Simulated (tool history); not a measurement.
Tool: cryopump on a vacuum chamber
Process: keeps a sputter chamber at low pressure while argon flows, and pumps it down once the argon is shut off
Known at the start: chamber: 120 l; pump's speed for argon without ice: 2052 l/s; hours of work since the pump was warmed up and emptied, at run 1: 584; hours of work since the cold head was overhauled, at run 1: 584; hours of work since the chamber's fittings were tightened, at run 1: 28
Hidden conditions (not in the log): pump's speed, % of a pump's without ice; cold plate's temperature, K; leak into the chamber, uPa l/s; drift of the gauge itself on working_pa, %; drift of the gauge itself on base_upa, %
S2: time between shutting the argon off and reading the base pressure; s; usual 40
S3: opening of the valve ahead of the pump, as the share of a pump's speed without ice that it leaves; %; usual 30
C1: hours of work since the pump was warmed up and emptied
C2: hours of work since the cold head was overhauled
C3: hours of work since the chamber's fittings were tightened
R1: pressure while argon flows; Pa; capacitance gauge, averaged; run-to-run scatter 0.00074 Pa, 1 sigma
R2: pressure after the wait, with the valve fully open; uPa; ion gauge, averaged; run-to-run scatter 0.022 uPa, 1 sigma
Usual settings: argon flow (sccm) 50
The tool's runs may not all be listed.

run 1 hour=0.0 | argon_flow_(sccm)=50 S2=40 S3=30 | C1=584 C2=584 C3=28 | R1=0.1490 R2=0.70
run 2 hour=12.4 | argon_flow_(sccm)=50 S2=51 S3=30 | C1=591 C2=591 C3=36 | R1=0.1499 R2=0.58
run 3 hour=23.4 | argon_flow_(sccm)=50 S2=40 S3=30 | C1=597 C2=597 C3=42 | R1=0.1476 R2=0.68
run 4 hour=46.7 | argon_flow_(sccm)=50 S2=40 S3=46 | C1=611 C2=611 C3=55 | R1=0.1012 R2=0.68
run 5 hour=68.6 | argon_flow_(sccm)=50 S2=40 S3=26 | C1=623 C2=623 C3=68 | R1=0.1722 R2=0.69
run 6 hour=80.2 | argon_flow_(sccm)=50 S2=23 S3=26 | C1=630 C2=630 C3=75 | R1=0.1711 R2=1.07
run 7 hour=101.9 | argon_flow_(sccm)=50 S2=23 S3=26 | C1=643 C2=643 C3=87 | R1=0.1718 R2=1.07
run 8 hour=125.6 | argon_flow_(sccm)=50 S2=23 S3=26 | C1=656 C2=656 C3=101 | R1=0.1723 R2=1.07
run 9 hour=144.2 | argon_flow_(sccm)=50 S2=40 S3=30 | C1=667 C2=667 C3=112 | R1=0.1517 R2=0.71
run 10 hour=162.5 | argon_flow_(sccm)=50 S2=40 S3=30 | C1=678 C2=678 C3=122 | R1=0.1501 R2=0.75
run 11 hour=178.0 | argon_flow_(sccm)=50 S2=153 S3=30 | C1=687 C2=687 C3=131 | R1=0.1523 R2=0.42
run 12 hour=192.3 | argon_flow_(sccm)=50 S2=40 S3=45 | C1=695 C2=695 C3=140 | R1=0.1056 R2=0.78
run 13 hour=210.2 | argon_flow_(sccm)=50 S2=40 S3=45 | C1=705 C2=705 C3=150 | R1=0.1069 R2=0.78
run 14 hour=224.0 | argon_flow_(sccm)=50 S2=40 S3=38 | C1=713 C2=713 C3=158 | R1=0.1246 R2=0.81
run 15 hour=245.4 | argon_flow_(sccm)=50 S2=40 S3=30 | C1=726 C2=726 C3=170 | R1=0.1532 R2=0.79

Run 16 is up next; what results do you expect?
run 16 hour=260.4 | argon_flow_(sccm)=35 S2=30 S3=18 | C1=734 C2=734 C3=179 | R1=? R2=?

Run 16 yielded R1 0.1710 Pa, R2 0.92 uPa.
Had the tool carried no hidden state, the very same run would have given R1 0.1599 Pa, R2 0.74 uPa.
